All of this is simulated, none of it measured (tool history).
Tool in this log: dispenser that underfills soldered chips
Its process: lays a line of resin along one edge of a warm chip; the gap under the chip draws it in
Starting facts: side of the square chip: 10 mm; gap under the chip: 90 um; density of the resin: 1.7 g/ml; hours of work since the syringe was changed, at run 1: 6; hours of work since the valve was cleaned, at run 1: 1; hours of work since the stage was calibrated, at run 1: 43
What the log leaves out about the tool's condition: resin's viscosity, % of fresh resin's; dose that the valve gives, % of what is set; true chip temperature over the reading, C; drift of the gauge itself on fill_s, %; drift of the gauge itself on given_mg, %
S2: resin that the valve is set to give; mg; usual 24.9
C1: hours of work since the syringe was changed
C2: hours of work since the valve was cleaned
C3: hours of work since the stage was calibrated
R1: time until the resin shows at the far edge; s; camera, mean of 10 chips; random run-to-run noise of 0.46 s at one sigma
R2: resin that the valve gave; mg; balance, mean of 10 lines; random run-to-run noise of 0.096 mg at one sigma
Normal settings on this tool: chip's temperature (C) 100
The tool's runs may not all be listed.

{"run": 1, "hour": 0.0, "chip's temperature (C)": 100, "S2": 24.9, "C1": 6, "C2": 1, "C3": 43, "R1": 53.1, "R2": 24.93}
{"hour": 7.1, "done": "new syringe of resin"}
{"run": 2, "hour": 9.5, "chip's temperature (C)": 106, "S2": 24.9, "C1": 1, "C2": 7, "C3": 49, "R1": 30.4, "R2": 24.78}
{"run": 3, "hour": 20.5, "chip's temperature (C)": 106, "S2": 23.5, "C1": 8, "C2": 14, "C3": 56, "R1": 47.9, "R2": 23.28}
{"hour": 23.3, "done": "new syringe of resin"}
{"run": 4, "hour": 27.4, "chip's temperature (C)": 106, "S2": 23.5, "C1": 3, "C2": 18, "C3": 60, "R1": 32.3, "R2": 23.28}
{"run": 5, "hour": 35.7, "chip's temperature (C)": 100, "S2": 23.0, "C1": 8, "C2": 23, "C3": 65, "R1": 59.6, "R2": 22.53}
{"hour": 39.7, "done": "new syringe of resin"}
{"run": 6, "hour": 46.1, "chip's temperature (C)": 100, "S2": 23.0, "C1": 4, "C2": 29, "C3": 71, "R1": 45.5, "R2": 22.41}
{"hour": 56.1, "done": "new syringe of resin"}
{"run": 7, "hour": 58.8, "chip's temperature (C)": 100, "S2": 23.0, "C1": 2, "C2": 37, "C3": 79, "R1": 39.3, "R2": 22.43}
{"run": 8, "hour": 64.6, "chip's temperature (C)": 100, "S2": 23.0, "C1": 5, "C2": 40, "C3": 83, "R1": 49.9, "R2": 22.24}
{"hour": 72.8, "done": "new syringe of resin"}
{"run": 9, "hour": 72.9, "chip's temperature (C)": 100, "S2": 23.0, "C1": 0, "C2": 45, "C3": 87, "R1": 34.8, "R2": 22.12}
{"run": 10, "hour": 82.6, "chip's temperature (C)": 100, "S2": 23.0, "C1": 6, "C2": 51, "C3": 93, "R1": 52.3, "R2": 21.91}
{"run": 11, "hour": 88.0, "chip's temperature (C)": 100, "S2": 23.0, "C1": 9, "C2": 55, "C3": 97, "R1": 65.5, "R2": 21.98}
{"hour": 89.3, "done": "new syringe of resin"}
{"run": 12, "hour": 95.6, "chip's temperature (C)": 100, "S2": 29.7, "C1": 4, "C2": 59, "C3": 101, "R1": 43.6, "R2": 28.24}
{"hour": 100.6, "done": "dispensing valve cleaned and set on the balance"}
{"run": 13, "hour": 104.7, "chip's temperature (C)": 100, "S2": 29.7, "C1": 9, "C2": 3, "C3": 106, "R1": 59.8, "R2": 29.61}
{"hour": 107.0, "done": "new syringe of resin"}
{"run": 14, "hour": 116.9, "chip's temperature (C)": 100, "S2": 32.3, "C1": 6, "C2": 10, "C3": 114, "R1": 51.3, "R2": 32.25}
{"hour": 123.5, "done": "new syringe of resin"}
{"run": 15, "hour": 126.5, "chip's temperature (C)": 100, "S2": 24.9, "C1": 2, "C2": 16, "C3": 119, "R1": 37.9, "R2": 24.51}
{"run": 16, "hour": 134.6, "chip's temperature (C)": 100, "S2": 24.9, "C1": 7, "C2": 21, "C3": 124, "R1": 53.4, "R2": 24.47}
{"hour": 139.8, "done": "new syringe of resin"}
{"run": 17, "hour": 141.9, "chip's temperature (C)": 92, "S2": 24.9, "C1": 1, "C2": 25, "C3": 129, "R1": 51.2, "R2": 24.34}
{"run": 18, "hour": 148.5, "chip's temperature (C)": 100, "S2": 29.2, "C1": 5, "C2": 29, "C3": 133, "R1": 47.9, "R2": 28.67}
{"hour": 156.7, "done": "new syringe of resin"}
{"run": 19, "hour": 158.4, "chip's temperature (C)": 108, "S2": 24.9, "C1": 1, "C2": 35, "C3": 139, "R1": 27.7, "R2": 24.24}
{"run": 20, "hour": 167.7, "chip's temperature (C)": 108, "S2": 24.9, "C1": 7, "C2": 41, "C3": 144, "R1": 39.8, "R2": 23.94}
{"hour": 173.3, "done": "new syringe of resin"}
{"run": 21, "hour": 175.4, "chip's temperature (C)": 108, "S2": 24.9, "C1": 1, "C2": 45, "C3": 149, "R1": 28.3, "R2": 24.06}
{"run": 22, "hour": 181.5, "chip's temperature (C)": 108, "S2": 24.9, "C1": 5, "C2": 49, "C3": 153, "R1": 35.4, "R2": 24.04}
{"hour": 189.7, "done": "new syringe of resin"}
{"run": 23, "hour": 190.0, "chip's temperature (C)": 108, "S2": 24.9, "C1": 0, "C2": 54, "C3": 158, "R1": 24.8, "R2": 23.76}
{"run": 24, "hour": 195.3, "chip's temperature (C)": 108, "S2": 24.9, "C1": 3, "C2": 57, "C3": 161, "R1": 31.7, "R2": 23.67}
{"hour": 202.6, "done": "dispensing valve cleaned and set on the balance"}
{"run": 25, "hour": 203.7, "chip's temperature (C)": 108, "S2": 24.9, "C1": 8, "C2": 1, "C3": 166, "R1": 42.3, "R2": 24.74}

Predict the results of run 26:
{"hour": 206.9, "done": "new syringe of resin"}
{"run": 26, "hour": 216.7, "chip's temperature (C)": 104, "S2": 21.7, "C1": 6, "C2": 8, "C3": 173, "R1": "?", "R2": "?"}

R1: 43.7 s
R2: 21.62 mg
The same run, on a tool lacking any hidden state, would have yielded R1 30.0 s, R2 21.73 mg.
